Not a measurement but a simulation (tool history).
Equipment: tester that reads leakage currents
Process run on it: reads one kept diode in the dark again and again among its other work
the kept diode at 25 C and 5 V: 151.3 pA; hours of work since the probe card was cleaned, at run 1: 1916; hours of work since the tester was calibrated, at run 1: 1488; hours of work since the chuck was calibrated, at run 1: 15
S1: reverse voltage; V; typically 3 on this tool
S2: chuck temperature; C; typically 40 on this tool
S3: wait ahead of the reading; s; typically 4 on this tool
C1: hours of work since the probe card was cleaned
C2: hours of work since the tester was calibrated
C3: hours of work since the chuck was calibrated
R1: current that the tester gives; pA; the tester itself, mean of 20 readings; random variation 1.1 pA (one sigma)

run	hour	S1	S2	S3	C1	C2	C3	R1
1	0	3	40	4	1916	1488	15	361.11
# hour 36.2: probe card cleaned and baked
2	54.2	3	40	4	12	1521	49	361.85
3	96	3	40	4	39	1549	76	361.72
4	175.5	3	40	4	91	1600	128	361.46
5	250.2	3	40	4	139	1649	176	365.32
6	298.6	3	52	4	171	1681	208	834.7
7	339.1	3.76	40	4	197	1707	234	408.04
8	413.9	3.76	40	4	246	1756	283	410.91
9	480.6	3	41	4	289	1799	326	395.81
10	516.8	1.01	40	8.62	313	1822	350	212.48
11	577.5	1.01	40	8.62	352	1862	389	211.92
12	650.2	12.07	40	1.89	400	1909	436	747.62
13	722.4	3	23	1.03	446	1956	483	102.62
14	792.9	3	23	1.03	492	2002	529	102.32
15	827.7	1.55	44	1.55	515	2025	552	353.65
16	909.7	1.54	28	0.91	568	2078	605	108.93
17	962.9	3	21	0.42	603	2113	640	88.52
18	1041.9	1.32	21	0.42	654	2164	691	58.11

4 ways to go on from here, each from the tool as it stands after run 18. What would each give?
A	1113.4	1.32	21	0.91	701	2211	738	?
B	1113.4	1.45	53	1.08	701	2211	738	?
C	1113.4	4.59	40	4	701	2211	738	?
D	1113.4	2.5	21	0.42	701	2211	738	?

run	R1
A	58.35
B	640.2
C	466.15
D	80.97
The same runs, with their run-to-run variation unchanged, on a tool lacking any hidden condition would have given:
run	R1
A	55.82
B	621.19
C	449.89
D	77.43
